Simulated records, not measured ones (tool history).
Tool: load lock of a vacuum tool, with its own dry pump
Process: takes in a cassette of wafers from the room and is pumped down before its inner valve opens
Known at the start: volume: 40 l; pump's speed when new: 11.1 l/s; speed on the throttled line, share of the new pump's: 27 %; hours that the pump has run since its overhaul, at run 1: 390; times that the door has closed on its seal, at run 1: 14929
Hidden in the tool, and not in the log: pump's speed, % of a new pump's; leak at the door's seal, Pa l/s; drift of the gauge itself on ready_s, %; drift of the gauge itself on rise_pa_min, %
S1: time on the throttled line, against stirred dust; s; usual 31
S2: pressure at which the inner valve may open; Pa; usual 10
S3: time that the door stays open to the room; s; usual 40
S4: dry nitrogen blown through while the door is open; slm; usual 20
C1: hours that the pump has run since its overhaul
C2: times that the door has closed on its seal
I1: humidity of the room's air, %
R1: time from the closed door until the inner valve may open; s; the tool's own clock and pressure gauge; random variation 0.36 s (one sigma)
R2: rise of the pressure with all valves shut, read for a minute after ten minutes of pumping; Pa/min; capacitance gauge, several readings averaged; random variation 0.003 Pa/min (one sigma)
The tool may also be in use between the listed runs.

Run 1, hour 0: usual settings; C1 390; C2 14929; I1 43.9. Result: R1 56.3 s, R2 0.143 Pa/min.
Run 2, hour 130.5: usual settings; C1 520; C2 15439; I1 44.3. Result: R1 56.5 s, R2 0.15 Pa/min.
Run 3, hour 278.8: usual settings but S4 41 slm; C1 669; C2 16020; I1 42.4. Result: R1 55.9 s, R2 0.144 Pa/min.
Run 4, hour 363.6: usual settings but S1 44 s; C1 754; C2 16351; I1 44.4. Result: R1 66.1 s, R2 0.158 Pa/min.
Run 5, hour 452.8: usual settings but S1 44 s; C1 843; C2 16700; I1 43.8. Result: R1 65.7 s, R2 0.158 Pa/min.
Run 6, hour 523.2: usual settings but S1 44 s; C1 913; C2 16975; I1 46.6. Result: R1 65.7 s, R2 0.165 Pa/min.
Run 7, hour 668.6: usual settings; C1 1059; C2 17544; I1 46.1. Result: R1 56.5 s, R2 0.171 Pa/min.
Run 8, hour 779.5: usual settings; C1 1169; C2 17978; I1 44.1. Result: R1 56.6 s, R2 0.177 Pa/min.
Run 9, hour 859.6: usual settings; C1 1250; C2 18291; I1 49.4. Result: R1 56.1 s, R2 0.187 Pa/min.
Run 10, hour 998.9: usual settings; C1 1389; C2 18836; I1 45.4. Result: R1 56.5 s, R2 0.187 Pa/min.
Run 11, hour 1105: usual settings; C1 1495; C2 19251; I1 44.9. Result: R1 56.5 s, R2 0.194 Pa/min.
Run 12, hour 1211.4: usual settings but S4 23 slm; C1 1601; C2 19667; I1 46.1. Result: R1 57.2 s, R2 0.193 Pa/min.
Run 13, hour 1352.9: usual settings but S2 12 Pa, S3 66 s, S4 23 slm; C1 1743; C2 20221; I1 43.7. Result: R1 55.9 s, R2 0.211 Pa/min.
Run 14, hour 1432.4: usual settings but S1 30 s, S2 12 Pa, S3 69 s, S4 23 slm; C1 1822; C2 20531; I1 45.1. Result: R1 55.9 s, R2 0.222 Pa/min.
Run 15, hour 1500.3: usual settings but S1 30 s, S2 12 Pa, S3 69 s, S4 23 slm; C1 1890; C2 20797; I1 44.7. Result: R1 55.5 s, R2 0.214 Pa/min.
Run 16, hour 1632.7: usual settings but S3 74 s; C1 2023; C2 21315; I1 45.4. Result: R1 56.6 s, R2 0.229 Pa/min.
Run 17, hour 1694.6: usual settings but S3 74 s; C1 2085; C2 21557; I1 44.3. Result: R1 56.8 s, R2 0.236 Pa/min.
Run 18, hour 1807: usual settings but S3 74 s; C1 2197; C2 21997; I1 44.8. Result: R1 56.4 s, R2 0.243 Pa/min.
Run 19, hour 1868.6: usual settings but S1 28 s, S3 169 s, S4 5 slm; C1 2259; C2 22238; I1 40.5. Result: R1 54.4 s, R2 0.272 Pa/min.
Run 20, hour 1975.6: usual settings but S3 34 s, S4 15 slm; C1 2366; C2 22656; I1 47.7. Result: R1 57 s, R2 0.247 Pa/min.
Run 21, hour 2044.9: usual settings but S1 56 s, S3 35 s; C1 2435; C2 22927; I1 43.8. Result: R1 74.5 s, R2 0.245 Pa/min.
At hour 2102.3: door's seal changed, seat wiped.
Run 22, hour 2137.1: usual settings but S4 6 slm; C1 2526; C2 137; I1 42.3. Result: R1 56.9 s, R2 0.045 Pa/min.
Run 23, hour 2279.1: usual settings but S1 24 s, S2 11 Pa, S4 6 slm; C1 2668; C2 692; I1 44.9. Result: R1 51.7 s, R2 0.042 Pa/min.
Run 24, hour 2409.7: usual settings but S1 24 s, S2 11 Pa, S3 48 s, S4 6 slm; C1 2798; C2 1203; I1 42.7. Result: R1 51.1 s, R2 0.047 Pa/min.

5 ways to go on from here, each from the tool as it stands after run 24. What would each give?
Run A, hour 2512.6: usual settings but S1 30 s, S2 11 Pa, S3 48 s, S4 12 slm; C1 2901; C2 1606; I1 46.8. Result: R1 ?, R2 ?.
Run B, hour 2512.6: usual settings but S1 24 s, S2 11 Pa, S3 48 s, S4 21 slm; C1 2901; C2 1606; I1 47.6. Result: R1 ?, R2 ?.
Run C, hour 2512.6: usual settings but S1 24 s, S2 11 Pa, S3 173 s, S4 13 slm; C1 2901; C2 1606; I1 45.6. Result: R1 ?, R2 ?.
Run D, hour 2512.6: usual settings but S1 36 s, S2 19 Pa, S3 152 s; C1 2901; C2 1606; I1 47.7. Result: R1 ?, R2 ?.
Run E, hour 2512.6: usual settings but S1 24 s, S3 178 s, S4 6 slm; C1 2901; C2 1606; I1 45.9. Result: R1 ?, R2 ?.

run    R1     R2
  A  56.5  0.043
  B  51.5   0.04
  C  51.8  0.068
  D  58.5  0.052
  E  51.8  0.089
Without the tool's hidden state the same runs would have given:
run    R1     R2
  A  55.3  0.038
  B  50.4  0.035
  C  50.6  0.063
  D  57.6  0.047
  E  50.6  0.084
